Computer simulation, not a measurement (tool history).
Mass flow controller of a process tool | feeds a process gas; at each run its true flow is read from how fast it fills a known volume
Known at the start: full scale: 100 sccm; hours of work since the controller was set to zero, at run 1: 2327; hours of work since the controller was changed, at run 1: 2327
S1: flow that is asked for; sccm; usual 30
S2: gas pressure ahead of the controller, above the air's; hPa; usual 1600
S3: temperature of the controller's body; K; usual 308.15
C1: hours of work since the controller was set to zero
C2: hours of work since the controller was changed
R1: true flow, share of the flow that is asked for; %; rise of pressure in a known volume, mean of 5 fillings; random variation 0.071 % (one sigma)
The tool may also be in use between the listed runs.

run      day  S1    S2      S3    C1    C2     R1
  1        0  30  1600  308.15  2327  2327  98.83
  2   15.488  30  1600  308.15  2474  2474  98.89
  3   28.912  30  1600  308.15  2602  2602  98.75
  4   44.321  30  1600  308.15  2748  2748  98.72
  5     63.3  35  1600  308.15  2928  2928  98.53
  6   78.017  35  1600  308.15  3068  3068  98.37
  7   88.121  35  1600  308.15  3164  3164  98.43
  8  102.388  35  1600  308.15  3299  3299  98.48
  9    111.6  35  1600  308.15  3386  3386  98.46
 10  124.492  30  2110  308.15  3509  3509  98.87
 11  133.954  30  2110  294.15  3598  3598   97.3
 12  146.967  30  2110  294.15  3722  3722  97.38
 13  161.683  95  1940  307.15  3862  3862  98.29
 14    171.2  57  1600  300.15  3952  3952  97.18
 15  181.283  57  1600  300.15  4048  4048   97.1
     183.129  -- controller's zero set anew
 16  195.171  57  1600  300.15   114  4179  97.53
 17  204.967  57  1600  300.15   207  4272  97.57
 18    222.9  31  1600  295.15   377  4442  98.05
 19  232.396  31  1600  300.15   467  4532  98.68
 20  246.617  54  2250  308.15   602  4667   98.5
     251.746  -- controller's zero set anew, once more
 21  258.008  22  2250  308.15    59  4775  95.77
 22  275.321  30  2570  295.15   224  4939  94.76
 23  293.546  30  2530  306.15   397  5112  95.83

5 ways to go on from here, each from the tool as it stands after run 23. What would each give?
  A  304.146  46  2600  293.15  497  5213   ?
  B  304.146  18  1600  296.15  497  5213   ?
  C  304.146  98  1470  299.15  497  5213   ?
  D  304.146  30  1630  306.15  497  5213   ?
  E  304.146  30  1450  306.15  497  5213   ?

run     R1
  A  94.55
  B   94.2
  C  95.48
  D  95.48
  E  95.33
Without the tool's hidden state the same runs would have given:
run     R1
  A  98.68
  B   97.9
  C  99.76
  D  99.47
  E  99.31
